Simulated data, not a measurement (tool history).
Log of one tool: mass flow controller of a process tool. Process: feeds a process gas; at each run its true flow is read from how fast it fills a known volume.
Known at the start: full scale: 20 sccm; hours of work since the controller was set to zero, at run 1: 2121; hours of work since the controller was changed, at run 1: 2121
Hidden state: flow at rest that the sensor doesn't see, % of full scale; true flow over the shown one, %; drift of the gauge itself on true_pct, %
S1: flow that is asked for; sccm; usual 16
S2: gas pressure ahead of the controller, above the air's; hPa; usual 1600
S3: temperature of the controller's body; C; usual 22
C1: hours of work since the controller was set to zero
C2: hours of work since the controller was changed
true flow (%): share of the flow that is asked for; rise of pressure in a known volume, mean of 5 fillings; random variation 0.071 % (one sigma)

run 1 hour=0 | S1=16 S2=1600 S3=22 | C1=2121 C2=2121 | true_flow_(%)=99.86
run 2 hour=229.7 | S1=16 S2=1600 S3=22 | C1=2194 C2=2194 | true_flow_(%)=99.73
run 3 hour=409.9 | S1=16 S2=1600 S3=22 | C1=2252 C2=2252 | true_flow_(%)=99.7
run 4 hour=614.1 | S1=16 S2=1600 S3=22 | C1=2318 C2=2318 | true_flow_(%)=99.68
run 5 hour=765.3 | S1=16 S2=1600 S3=22 | C1=2367 C2=2367 | true_flow_(%)=99.7
run 6 hour=1065.7 | S1=16 S2=1600 S3=22 | C1=2463 C2=2463 | true_flow_(%)=99.68
run 7 hour=1334.6 | S1=16 S2=1600 S3=22 | C1=2550 C2=2550 | true_flow_(%)=99.85
run 8 hour=1689.3 | S1=16 S2=1600 S3=22 | C1=2664 C2=2664 | true_flow_(%)=99.7
run 9 hour=1869.8 | S1=16 S2=1600 S3=22 | C1=2722 C2=2722 | true_flow_(%)=99.74
run 10 hour=2202.8 | S1=16 S2=2490 S3=22 | C1=2829 C2=2829 | true_flow_(%)=99.21
run 11 hour=2508.1 | S1=16 S2=2490 S3=22 | C1=2927 C2=2927 | true_flow_(%)=99.02
run 12 hour=2744.5 | S1=16 S2=2490 S3=22 | C1=3003 C2=3003 | true_flow_(%)=99.09
run 13 hour=3079.9 | S1=16 S2=2490 S3=22 | C1=3111 C2=3111 | true_flow_(%)=99.05
run 14 hour=3394.1 | S1=16 S2=1600 S3=23 | C1=3212 C2=3212 | true_flow_(%)=99.68
run 15 hour=3559.1 | S1=16 S2=1600 S3=23 | C1=3265 C2=3265 | true_flow_(%)=99.74
run 16 hour=3708.9 | S1=16 S2=1600 S3=23 | C1=3313 C2=3313 | true_flow_(%)=99.7
run 17 hour=3911.4 | S1=16 S2=1600 S3=23 | C1=3378 C2=3378 | true_flow_(%)=99.67
run 18 hour=4237.2 | S1=16 S2=2560 S3=22 | C1=3483 C2=3483 | true_flow_(%)=99.31
run 19 hour=4525.6 | S1=19 S2=1600 S3=22 | C1=3576 C2=3576 | true_flow_(%)=99.97
run 20 hour=4877.2 | S1=16 S2=1600 S3=22 | C1=3689 C2=3689 | true_flow_(%)=99.8
run 21 hour=5041.7 | S1=16 S2=1600 S3=22 | C1=3742 C2=3742 | true_flow_(%)=99.64
run 22 hour=5261.3 | S1=2 S2=1600 S3=22 | C1=3813 C2=3813 | true_flow_(%)=92.39
run 23 hour=5607.6 | S1=10 S2=1600 S3=22 | C1=3924 C2=3924 | true_flow_(%)=98.7
run 24 hour=5862.9 | S1=16 S2=1690 S3=22 | C1=4006 C2=4006 | true_flow_(%)=99.53
run 25 hour=6194.4 | S1=16 S2=1690 S3=22 | C1=4113 C2=4113 | true_flow_(%)=99.69
run 26 hour=6344.3 | S1=17 S2=2050 S3=33 | C1=4161 C2=4161 | true_flow_(%)=99.07
run 27 hour=6520.9 | S1=3 S2=1970 S3=22 | C1=4218 C2=4218 | true_flow_(%)=94.23
run 28 hour=6713.8 | S1=3 S2=2170 S3=22 | C1=4280 C2=4280 | true_flow_(%)=94.01
run 29 hour=6904.6 | S1=16 S2=1630 S3=38 | C1=4341 C2=4341 | true_flow_(%)=99.09
run 30 hour=7071.6 | S1=16 S2=1630 S3=38 | C1=4395 C2=4395 | true_flow_(%)=99.04
run 31 hour=7285.1 | S1=16 S2=2660 S3=22 | C1=4463 C2=4463 | true_flow_(%)=99
run 32 hour=7509.1 | S1=2 S2=2710 S3=35 | C1=4535 C2=4535 | true_flow_(%)=89.74
run 33 hour=7793.3 | S1=5 S2=1790 S3=39 | C1=4627 C2=4627 | true_flow_(%)=95.85
run 34 hour=7974.4 | S1=16 S2=1600 S3=38 | C1=4685 C2=4685 | true_flow_(%)=98.92
run 35 hour=8300.7 | S1=7 S2=1600 S3=22 | C1=4790 C2=4790 | true_flow_(%)=97.52
run 36 hour=8537.7 | S1=3 S2=2080 S3=32 | C1=4866 C2=4866 | true_flow_(%)=93.09
run 37 hour=8717.2 | S1=14 S2=2210 S3=28 | C1=4924 C2=4924 | true_flow_(%)=98.79
run 38 hour=9050.8 | S1=14 S2=1790 S3=38 | C1=5031 C2=5031 | true_flow_(%)=98.66
run 39 hour=9212.1 | S1=14 S2=1790 S3=38 | C1=5083 C2=5083 | true_flow_(%)=98.66
run 40 hour=9533.5 | S1=3 S2=2170 S3=26 | C1=5187 C2=5187 | true_flow_(%)=92.81
run 41 hour=9775.9 | S1=3 S2=2170 S3=26 | C1=5264 C2=5264 | true_flow_(%)=92.84
run 42 hour=9998.9 | S1=14 S2=2260 S3=24 | C1=5336 C2=5336 | true_flow_(%)=98.76
run 43 hour=10195.9 | S1=13 S2=1820 S3=31 | C1=5400 C2=5400 | true_flow_(%)=98.6
run 44 hour=10461.7 | S1=15 S2=1610 S3=26 | C1=5485 C2=5485 | true_flow_(%)=99.26
run 45 hour=10786.3 | S1=16 S2=1650 S3=21 | C1=5589 C2=5589 | true_flow_(%)=99.61
run 46 hour=11036.2 | S1=16 S2=1650 S3=21 | C1=5670 C2=5670 | true_flow_(%)=99.61
run 47 hour=11262.9 | S1=7 S2=1600 S3=26 | C1=5743 C2=5743 | true_flow_(%)=97.06
run 48 hour=11429.3 | S1=2 S2=2380 S3=32 | C1=5796 C2=5796 | true_flow_(%)=88.01
run 49 hour=11767.8 | S1=2 S2=1810 S3=32 | C1=5905 C2=5905 | true_flow_(%)=88.25

3 ways to go on from here, each from the tool as it stands after run 49. What would each give?
run A hour=11995.5 | S1=10 S2=1810 S3=24 | C1=5978 C2=5978 | true_flow_(%)=?
run B hour=11995.5 | S1=6 S2=1950 S3=32 | C1=5978 C2=5978 | true_flow_(%)=?
run C hour=11995.5 | S1=11 S2=1810 S3=21 | C1=5978 C2=5978 | true_flow_(%)=?

run=A true_flow_(%)=98.14
run=B true_flow_(%)=95.86
run=C true_flow_(%)=98.54
Without the tool's hidden state the same runs would have given:
run=A true_flow_(%)=99.57
run=B true_flow_(%)=98.83
run=C true_flow_(%)=99.76
